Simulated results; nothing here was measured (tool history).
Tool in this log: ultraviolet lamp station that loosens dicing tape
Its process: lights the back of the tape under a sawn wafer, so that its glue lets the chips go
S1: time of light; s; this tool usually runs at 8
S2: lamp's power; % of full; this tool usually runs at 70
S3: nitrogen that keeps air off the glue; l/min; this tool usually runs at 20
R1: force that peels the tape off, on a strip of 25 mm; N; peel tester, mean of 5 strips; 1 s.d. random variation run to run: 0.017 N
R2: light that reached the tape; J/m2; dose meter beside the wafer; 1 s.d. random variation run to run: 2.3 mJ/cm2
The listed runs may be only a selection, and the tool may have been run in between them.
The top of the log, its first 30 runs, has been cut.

run     day  S1  S2  S3     R1    R2
 31  23.708   7  65  19  1.428  1600
 32  24.792   8  94  17  0.708  2650
 33  25.371   8  94  17  0.705  2620
 34   26.45   6  70  20  1.628  1470
 35  27.488   6  70  20  1.701  1400
 36  28.529   6  82  20  1.465  1650
 37  29.458   8  82   7  1.604  2110
 38  30.333   7  93  31  0.744  2110

Run 39 has not been measured yet. What should we expect?
 39  30.817  11  65  16   ?   ?

R1: 0.94 N
R2: 2240 J/m2
On a tool with no hidden condition, and with the same random variation, this run would have come out at R1 0.598 N, R2 2860 J/m2.

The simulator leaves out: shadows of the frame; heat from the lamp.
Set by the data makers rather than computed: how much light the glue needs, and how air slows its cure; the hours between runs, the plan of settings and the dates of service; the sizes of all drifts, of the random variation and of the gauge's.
